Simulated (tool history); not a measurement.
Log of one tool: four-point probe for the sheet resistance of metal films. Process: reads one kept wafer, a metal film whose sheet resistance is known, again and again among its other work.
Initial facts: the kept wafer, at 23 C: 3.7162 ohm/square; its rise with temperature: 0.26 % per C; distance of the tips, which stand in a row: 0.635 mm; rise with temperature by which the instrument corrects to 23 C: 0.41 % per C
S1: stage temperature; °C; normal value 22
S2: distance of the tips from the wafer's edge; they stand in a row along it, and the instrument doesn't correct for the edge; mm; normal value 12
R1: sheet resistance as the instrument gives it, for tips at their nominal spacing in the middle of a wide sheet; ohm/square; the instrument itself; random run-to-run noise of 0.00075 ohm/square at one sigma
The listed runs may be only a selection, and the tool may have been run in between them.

run,hour,S1,S2,R1
1,0.0,22,12,3.710254
2,23.5,22,28,3.704731
3,43.0,22,28,3.705403
4,63.7,22,28,3.703756
5,105.0,22,4,3.751169
# hour 131.3: new probe head fitted
6,135.1,22,4,3.750401
7,153.8,22,4,3.751583
8,192.0,22,4,3.751843
9,224.3,22,4,3.748619
10,253.3,34,12,3.640646
11,294.8,34,12,3.640264
12,317.9,25,12,3.687906
13,360.3,25,12,3.685917
14,380.0,27,44,3.671345
15,403.6,27,44,3.670227
16,438.8,27,44,3.669724
17,461.4,34,24,3.634009
18,504.5,31,7,3.663656
19,536.9,24,9,3.694818
20,578.8,27,19,3.669578

Branching from run 20: 4 alternative next runs. What would each branch give?
A,612.1,27,12,?
B,612.1,27,8,?
C,612.1,30,61,?
D,612.1,30,5,?

run,R1
A,3.672195
B,3.678540
C,3.651591
D,3.683586
Without the tool's hidden state the same runs would have given:
run,R1
A,3.698961
B,3.705349
C,3.678175
D,3.710388
